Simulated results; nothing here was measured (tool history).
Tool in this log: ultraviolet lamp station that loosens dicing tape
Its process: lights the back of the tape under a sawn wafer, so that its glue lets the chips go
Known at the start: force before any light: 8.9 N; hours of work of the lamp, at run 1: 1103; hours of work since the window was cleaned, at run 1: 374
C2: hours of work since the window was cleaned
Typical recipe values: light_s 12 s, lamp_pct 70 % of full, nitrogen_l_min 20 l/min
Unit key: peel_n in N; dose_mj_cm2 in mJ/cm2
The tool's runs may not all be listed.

Run 1, hour 0: usual settings; hours of work of the lamp 1103; C2 374. Result: peel_n 1.093 N, dose_mj_cm2 284 mJ/cm2.
Run 2, hour 82.5: usual settings; hours of work of the lamp 1137; C2 408. Result: peel_n 1.112 N, dose_mj_cm2 276 mJ/cm2.
Run 3, hour 156.6: usual settings; hours of work of the lamp 1168; C2 439. Result: peel_n 1.165 N, dose_mj_cm2 270 mJ/cm2.
Run 4, hour 254.8: usual settings; hours of work of the lamp 1208; C2 479. Result: peel_n 1.216 N, dose_mj_cm2 261 mJ/cm2.
Run 5, hour 337.8: usual settings; hours of work of the lamp 1242; C2 513. Result: peel_n 1.299 N, dose_mj_cm2 257 mJ/cm2.
At hour 350.2: window cleaned of glue's vapour.
Run 6, hour 392.9: usual settings; hours of work of the lamp 1265; C2 18. Result: peel_n 1.107 N, dose_mj_cm2 284 mJ/cm2.
Run 7, hour 451.4: usual settings; hours of work of the lamp 1289; C2 42. Result: peel_n 1.13 N, dose_mj_cm2 278 mJ/cm2.
Run 8, hour 550.6: usual settings; hours of work of the lamp 1330; C2 82. Result: peel_n 1.182 N, dose_mj_cm2 273 mJ/cm2.
Run 9, hour 612.3: usual settings but light_s 6 s; hours of work of the lamp 1355; C2 108. Result: peel_n 3.225 N, dose_mj_cm2 132 mJ/cm2.
Run 10, hour 676.7: usual settings; hours of work of the lamp 1382; C2 134. Result: peel_n 1.28 N, dose_mj_cm2 261 mJ/cm2.
Run 11, hour 762.2: usual settings; hours of work of the lamp 1417; C2 170. Result: peel_n 1.322 N, dose_mj_cm2 250 mJ/cm2.
Run 12, hour 853.3: usual settings; hours of work of the lamp 1454; C2 207. Result: peel_n 1.466 N, dose_mj_cm2 248 mJ/cm2.
At hour 884.3: lamp changed.
Run 13, hour 906.1: usual settings but light_s 6 s; hours of work of the lamp 9; C2 228. Result: peel_n 1.835 N, dose_mj_cm2 218 mJ/cm2.
Run 14, hour 959.9: usual settings but nitrogen_l_min 22 l/min; hours of work of the lamp 31; C2 250. Result: peel_n 0.436 N, dose_mj_cm2 416 mJ/cm2.
Run 15, hour 1012.6: usual settings but nitrogen_l_min 22 l/min; hours of work of the lamp 53; C2 272. Result: peel_n 0.443 N, dose_mj_cm2 422 mJ/cm2.
Run 16, hour 1068.1: usual settings; hours of work of the lamp 76; C2 295. Result: peel_n 0.449 N, dose_mj_cm2 414 mJ/cm2.
Run 17, hour 1153.1: usual settings but light_s 9 s, nitrogen_l_min 7 l/min; hours of work of the lamp 111; C2 330. Result: peel_n 1.545 N, dose_mj_cm2 306 mJ/cm2.
Run 18, hour 1205.5: usual settings but light_s 9 s, nitrogen_l_min 7 l/min; hours of work of the lamp 132; C2 352. Result: peel_n 1.449 N, dose_mj_cm2 305 mJ/cm2.
Run 19, hour 1304.7: usual settings but nitrogen_l_min 31 l/min; hours of work of the lamp 173; C2 392. Result: peel_n 0.431 N, dose_mj_cm2 392 mJ/cm2.
Run 20, hour 1349.9: usual settings but light_s 16 s, lamp_pct 97 % of full; hours of work of the lamp 192; C2 411. Result: peel_n 0.156 N, dose_mj_cm2 713 mJ/cm2.
Run 21, hour 1405.1: usual settings but lamp_pct 93 % of full, nitrogen_l_min 7 l/min; hours of work of the lamp 214; C2 434. Result: peel_n 0.498 N, dose_mj_cm2 509 mJ/cm2.
Run 22, hour 1449.4: usual settings but lamp_pct 93 % of full, nitrogen_l_min 7 l/min; hours of work of the lamp 233; C2 452. Result: peel_n 0.529 N, dose_mj_cm2 505 mJ/cm2.
Run 23, hour 1520.8: usual settings but lamp_pct 93 % of full, nitrogen_l_min 7 l/min; hours of work of the lamp 262; C2 481. Result: peel_n 0.54 N, dose_mj_cm2 502 mJ/cm2.
At hour 1612.1: window cleaned of glue's vapour.
Run 24, hour 1620.4: usual settings but lamp_pct 93 % of full, nitrogen_l_min 7 l/min; hours of work of the lamp 303; C2 3. Result: peel_n 0.433 N, dose_mj_cm2 540 mJ/cm2.
Run 25, hour 1684.7: usual settings but lamp_pct 93 % of full, nitrogen_l_min 7 l/min; hours of work of the lamp 329; C2 30. Result: peel_n 0.46 N, dose_mj_cm2 538 mJ/cm2.
Run 26, hour 1768.9: usual settings but light_s 13 s, lamp_pct 96 % of full, nitrogen_l_min 8 l/min; hours of work of the lamp 364; C2 65. Result: peel_n 0.335 N, dose_mj_cm2 594 mJ/cm2.
Run 27, hour 1832.3: usual settings but light_s 13 s, lamp_pct 96 % of full, nitrogen_l_min 8 l/min; hours of work of the lamp 390; C2 91. Result: peel_n 0.343 N, dose_mj_cm2 582 mJ/cm2.
Run 28, hour 1874.4: usual settings but lamp_pct 71 % of full, nitrogen_l_min 13 l/min; hours of work of the lamp 407; C2 108. Result: peel_n 0.649 N, dose_mj_cm2 397 mJ/cm2.
Run 29, hour 1947.9: usual settings but light_s 24 s, lamp_pct 88 % of full, nitrogen_l_min 13 l/min; hours of work of the lamp 438; C2 138. Result: peel_n 0.133 N, dose_mj_cm2 963 mJ/cm2.
Run 30, hour 2015.3: usual settings but light_s 18 s, lamp_pct 68 % of full; hours of work of the lamp 465; C2 166. Result: peel_n 0.242 N, dose_mj_cm2 549 mJ/cm2.
Run 31, hour 2056: usual settings but light_s 18 s, lamp_pct 68 % of full; hours of work of the lamp 482; C2 183. Result: peel_n 0.248 N, dose_mj_cm2 543 mJ/cm2.

Branching from run 31: 3 alternative next runs. What would each branch give?
Run A, hour 2101.6: usual settings but nitrogen_l_min 30 l/min; hours of work of the lamp 501; C2 201. Result: peel_n ?, dose_mj_cm2 ?.
Run B, hour 2101.6: usual settings but light_s 6 s, lamp_pct 68 % of full; hours of work of the lamp 501; C2 201. Result: peel_n ?, dose_mj_cm2 ?.
Run C, hour 2101.6: usual settings but light_s 18 s, lamp_pct 71 % of full; hours of work of the lamp 501; C2 201. Result: peel_n ?, dose_mj_cm2 ?.

run  peel_n  dose_mj_cm2
  A    0.51          370
  B   2.305          182
  C   0.226          560
Had the tool no hidden state, the same runs would have come out as:
run  peel_n  dose_mj_cm2
  A   0.321          451
  B   1.719          222
  C    0.16          684

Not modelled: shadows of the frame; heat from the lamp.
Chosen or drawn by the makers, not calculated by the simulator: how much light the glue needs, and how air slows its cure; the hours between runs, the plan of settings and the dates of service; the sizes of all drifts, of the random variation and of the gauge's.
